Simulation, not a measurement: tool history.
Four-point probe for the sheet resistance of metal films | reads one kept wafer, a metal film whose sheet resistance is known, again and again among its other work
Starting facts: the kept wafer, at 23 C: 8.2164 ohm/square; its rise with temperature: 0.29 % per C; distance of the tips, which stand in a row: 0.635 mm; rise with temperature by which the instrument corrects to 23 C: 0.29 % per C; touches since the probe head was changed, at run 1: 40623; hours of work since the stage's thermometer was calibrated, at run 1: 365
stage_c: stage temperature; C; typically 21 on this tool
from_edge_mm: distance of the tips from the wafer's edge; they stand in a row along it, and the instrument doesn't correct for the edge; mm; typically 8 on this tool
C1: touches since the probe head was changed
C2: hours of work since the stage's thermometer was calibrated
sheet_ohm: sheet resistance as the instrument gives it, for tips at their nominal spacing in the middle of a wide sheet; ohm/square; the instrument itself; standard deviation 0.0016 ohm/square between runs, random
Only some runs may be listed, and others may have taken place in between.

run 1 hour=0.0 | stage_c=21 from_edge_mm=8 | C1=40623 C2=365 | sheet_ohm=8.180827
run 2 hour=105.1 | stage_c=19 from_edge_mm=8 | C1=45059 C2=446 | sheet_ohm=8.183658
run 3 hour=220.9 | stage_c=21 from_edge_mm=10 | C1=49944 C2=535 | sheet_ohm=8.176320
run 4 hour=362.3 | stage_c=21 from_edge_mm=10 | C1=55911 C2=644 | sheet_ohm=8.178252
run 5 hour=476.0 | stage_c=21 from_edge_mm=56 | C1=60710 C2=731 | sheet_ohm=8.164281
run 6 hour=603.8 | stage_c=21 from_edge_mm=10 | C1=66103 C2=829 | sheet_ohm=8.183610
run 7 hour=680.4 | stage_c=21 from_edge_mm=10 | C1=69331 C2=888 | sheet_ohm=8.183262
run 8 hour=819.1 | stage_c=21 from_edge_mm=60 | C1=75186 C2=995 | sheet_ohm=8.168104
run 9 hour=944.4 | stage_c=21 from_edge_mm=60 | C1=80474 C2=1091 | sheet_ohm=8.170063
run 10 hour=1081.7 | stage_c=21 from_edge_mm=74 | C1=86265 C2=1197 | sheet_ohm=8.170638
run 11 hour=1217.7 | stage_c=24 from_edge_mm=74 | C1=92006 C2=1302 | sheet_ohm=8.174065
run 12 hour=1353.3 | stage_c=21 from_edge_mm=8 | C1=97728 C2=1406 | sheet_ohm=8.203200
run 13 hour=1485.6 | stage_c=21 from_edge_mm=8 | C1=103308 C2=1508 | sheet_ohm=8.203969
run 14 hour=1563.4 | stage_c=21 from_edge_mm=8 | C1=106590 C2=1568 | sheet_ohm=8.206404
run 15 hour=1704.1 | stage_c=21 from_edge_mm=8 | C1=112529 C2=1676 | sheet_ohm=8.209404
run 16 hour=1774.7 | stage_c=21 from_edge_mm=8 | C1=115509 C2=1730 | sheet_ohm=8.210278
run 17 hour=1908.6 | stage_c=21 from_edge_mm=8 | C1=121158 C2=1833 | sheet_ohm=8.212633
run 18 hour=2005.6 | stage_c=21 from_edge_mm=8 | C1=125251 C2=1908 | sheet_ohm=8.211859
run 19 hour=2131.9 | stage_c=21 from_edge_mm=8 | C1=130578 C2=2005 | sheet_ohm=8.212357
run 20 hour=2224.9 | stage_c=21 from_edge_mm=15 | C1=134502 C2=2076 | sheet_ohm=8.196838
run 21 hour=2306.7 | stage_c=21 from_edge_mm=8 | C1=137955 C2=2139 | sheet_ohm=8.217120
run 22 hour=2429.5 | stage_c=21 from_edge_mm=5 | C1=143136 C2=2234 | sheet_ohm=8.261336
run 23 hour=2515.3 | stage_c=21 from_edge_mm=5 | C1=146757 C2=2300 | sheet_ohm=8.264357
-- hour=2556.9 new probe head fitted
run 24 hour=2645.2 | stage_c=18 from_edge_mm=27 | C1=3726 C2=2399 | sheet_ohm=8.219240
run 25 hour=2703.3 | stage_c=34 from_edge_mm=10 | C1=6181 C2=2444 | sheet_ohm=8.236717
run 26 hour=2768.6 | stage_c=34 from_edge_mm=10 | C1=8934 C2=2494 | sheet_ohm=8.237284
run 27 hour=2840.4 | stage_c=21 from_edge_mm=37 | C1=11964 C2=2549 | sheet_ohm=8.222550
run 28 hour=2918.5 | stage_c=28 from_edge_mm=5 | C1=15258 C2=2609 | sheet_ohm=8.293369
run 29 hour=3042.7 | stage_c=27 from_edge_mm=13 | C1=20499 C2=2705 | sheet_ohm=8.229316
run 30 hour=3144.2 | stage_c=22 from_edge_mm=4 | C1=24781 C2=2783 | sheet_ohm=8.332916
-- hour=3211.5 stage's thermometer calibrated
run 31 hour=3286.8 | stage_c=23 from_edge_mm=33 | C1=30779 C2=58 | sheet_ohm=8.240068
run 32 hour=3354.5 | stage_c=30 from_edge_mm=16 | C1=33634 C2=110 | sheet_ohm=8.247937
run 33 hour=3426.0 | stage_c=19 from_edge_mm=30 | C1=36654 C2=165 | sheet_ohm=8.241588
run 34 hour=3537.1 | stage_c=30 from_edge_mm=58 | C1=41342 C2=251 | sheet_ohm=8.242354
run 35 hour=3604.2 | stage_c=23 from_edge_mm=13 | C1=44173 C2=302 | sheet_ohm=8.252146
run 36 hour=3700.4 | stage_c=21 from_edge_mm=25 | C1=48230 C2=376 | sheet_ohm=8.246611
run 37 hour=3785.4 | stage_c=30 from_edge_mm=8 | C1=51817 C2=441 | sheet_ohm=8.275314
run 38 hour=3888.2 | stage_c=30 from_edge_mm=8 | C1=56154 C2=521 | sheet_ohm=8.277015
run 39 hour=4020.7 | stage_c=30 from_edge_mm=8 | C1=61744 C2=622 | sheet_ohm=8.281908
run 40 hour=4087.0 | stage_c=20 from_edge_mm=4 | C1=64544 C2=674 | sheet_ohm=8.359295
run 41 hour=4155.0 | stage_c=20 from_edge_mm=3 | C1=67413 C2=726 | sheet_ohm=8.445666
run 42 hour=4290.7 | stage_c=20 from_edge_mm=3 | C1=73140 C2=830 | sheet_ohm=8.448373
run 43 hour=4369.1 | stage_c=20 from_edge_mm=68 | C1=76446 C2=890 | sheet_ohm=8.256667
run 44 hour=4473.6 | stage_c=31 from_edge_mm=60 | C1=80856 C2=971 | sheet_ohm=8.256647
run 45 hour=4545.2 | stage_c=31 from_edge_mm=60 | C1=83878 C2=1026 | sheet_ohm=8.257761

Predict each of these 4 candidate next runs independently; none follows another, all start after run 45:
run A hour=4649.7 | stage_c=21 from_edge_mm=66 | C1=88285 C2=1106 | sheet_ohm=?
run B hour=4649.7 | stage_c=30 from_edge_mm=28 | C1=88285 C2=1106 | sheet_ohm=?
run C hour=4649.7 | stage_c=33 from_edge_mm=12 | C1=88285 C2=1106 | sheet_ohm=?
run D hour=4649.7 | stage_c=26 from_edge_mm=60 | C1=88285 C2=1106 | sheet_ohm=?

run=A sheet_ohm=8.260568
run=B sheet_ohm=8.261924
run=C sheet_ohm=8.274276
run=D sheet_ohm=8.260468
The same runs, with their run-to-run variation unchanged, on a tool lacking any hidden condition would have given:
run=A sheet_ohm=8.218349
run=B sheet_ohm=8.219592
run=C sheet_ohm=8.231851
run=D sheet_ohm=8.218189

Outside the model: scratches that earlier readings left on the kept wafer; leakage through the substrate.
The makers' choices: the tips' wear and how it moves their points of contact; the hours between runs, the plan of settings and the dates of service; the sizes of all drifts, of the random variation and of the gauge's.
